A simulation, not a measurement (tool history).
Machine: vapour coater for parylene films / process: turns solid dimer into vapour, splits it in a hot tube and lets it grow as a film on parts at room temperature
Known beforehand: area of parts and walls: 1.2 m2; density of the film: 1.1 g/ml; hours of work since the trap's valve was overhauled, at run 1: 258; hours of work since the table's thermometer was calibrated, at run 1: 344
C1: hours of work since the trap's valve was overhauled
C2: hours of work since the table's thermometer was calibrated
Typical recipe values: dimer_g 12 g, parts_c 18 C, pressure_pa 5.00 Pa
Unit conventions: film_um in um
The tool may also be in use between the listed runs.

Run 1, hour 0.0: usual settings; C1 258; C2 344. Result: film_um 4.50 um.
Run 2, hour 25.4: usual settings; C1 273; C2 358. Result: film_um 4.44 um.
Run 3, hour 43.9: usual settings but dimer_g 11 g; C1 283; C2 369. Result: film_um 4.12 um.
Run 4, hour 66.7: usual settings but dimer_g 11 g; C1 296; C2 382. Result: film_um 4.07 um.
Run 5, hour 78.8: usual settings but dimer_g 11 g; C1 303; C2 389. Result: film_um 4.05 um.
Run 6, hour 104.2: usual settings but parts_c 22 C; C1 318; C2 403. Result: film_um 3.60 um.
Run 7, hour 120.1: usual settings; C1 327; C2 412. Result: film_um 4.33 um.
Run 8, hour 134.7: usual settings; C1 335; C2 421. Result: film_um 4.43 um.
Run 9, hour 148.2: usual settings; C1 343; C2 428. Result: film_um 4.33 um.
Run 10, hour 160.9: usual settings; C1 350; C2 435. Result: film_um 4.39 um.
Run 11, hour 173.4: usual settings; C1 357; C2 443. Result: film_um 4.36 um.
Run 12, hour 186.8: usual settings; C1 365; C2 450. Result: film_um 4.34 um.
Run 13, hour 208.7: usual settings but dimer_g 16 g, pressure_pa 3.81 Pa; C1 378; C2 463. Result: film_um 6.01 um.
Run 14, hour 232.0: usual settings but dimer_g 16 g, pressure_pa 3.81 Pa; C1 391; C2 476. Result: film_um 6.15 um.
Run 15, hour 257.5: usual settings but dimer_g 16 g, pressure_pa 3.81 Pa; C1 405; C2 491. Result: film_um 6.05 um.
At hour 263.7: trap's valve overhauled.
Run 16, hour 282.0: usual settings but dimer_g 16 g, pressure_pa 9.27 Pa; C1 10; C2 502. Result: film_um 5.81 um.
Run 17, hour 300.6: usual settings but dimer_g 8 g, parts_c 23 C, pressure_pa 2.46 Pa; C1 21; C2 513. Result: film_um 3.12 um.
Run 18, hour 314.5: usual settings but dimer_g 7 g, pressure_pa 4.92 Pa; C1 29; C2 521. Result: film_um 2.87 um.
Run 19, hour 329.5: usual settings but dimer_g 8 g, pressure_pa 4.59 Pa; C1 38; C2 529. Result: film_um 3.34 um.
Run 20, hour 340.5: usual settings but parts_c 26 C, pressure_pa 9.50 Pa; C1 44; C2 536. Result: film_um 3.00 um.
Run 21, hour 356.3: usual settings but parts_c 26 C, pressure_pa 9.50 Pa; C1 53; C2 545. Result: film_um 3.02 um.
Run 22, hour 379.8: usual settings but parts_c 26 C, pressure_pa 9.50 Pa; C1 66; C2 558. Result: film_um 2.99 um.

3 options for the next run, each taken on its own from the tool as it stands now. Forecast them:
Run A, hour 391.7: usual settings but dimer_g 10 g, parts_c 26 C, pressure_pa 3.07 Pa; C1 73; C2 565. Result: film_um ?.
Run B, hour 391.7: usual settings but parts_c 16 C, pressure_pa 8.61 Pa; C1 73; C2 565. Result: film_um ?.
Run C, hour 391.7: usual settings but dimer_g 6 g, pressure_pa 9.60 Pa; C1 73; C2 565. Result: film_um ?.

run  film_um
  A     3.17
  B     4.69
  C     2.12
With no hidden state in the tool, these same runs would have given:
run  film_um
  A     3.22
  B     4.77
  C     2.15
